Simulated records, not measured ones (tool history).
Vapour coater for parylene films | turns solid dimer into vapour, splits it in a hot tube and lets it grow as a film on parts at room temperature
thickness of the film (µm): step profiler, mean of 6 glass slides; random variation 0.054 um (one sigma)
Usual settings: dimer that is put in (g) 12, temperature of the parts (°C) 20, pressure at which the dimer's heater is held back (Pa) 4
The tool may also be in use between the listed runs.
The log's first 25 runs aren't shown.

run	hour	dimer that is put in (g)	temperature of the parts (°C)	pressure at which the dimer's heater is held back (Pa)	hours of work since the trap's valve was overhauled	hours of work since the table's thermometer was calibrated	thickness of the film (µm)
26	688.7	21	31	3.86	235	644	7.42
27	722.2	16	30	8.02	252	661	5.3
28	754.1	12	16	5.97	269	678	5.98
29	781.3	12	16	5.97	283	692	6.01
30	814	12	16	5.97	300	709	6.08
31	848.7	12	16	5.97	318	727	5.96
32	878.4	12	31	4	333	742	4.22
33	907.7	12	31	4	348	758	4.17

3 ways to go on from here, each from the tool as it stands after run 33. What would each give?
A	941.5	12	17	4.13	366	775	?
B	941.5	12	20	9.37	366	775	?
C	941.5	16	27	3.77	366	775	?

run	thickness of the film (µm)
A	6.05
B	4.83
C	6.29
Without the tool's hidden state the same runs would have given:
run	thickness of the film (µm)
A	6.72
B	5.37
C	6.98
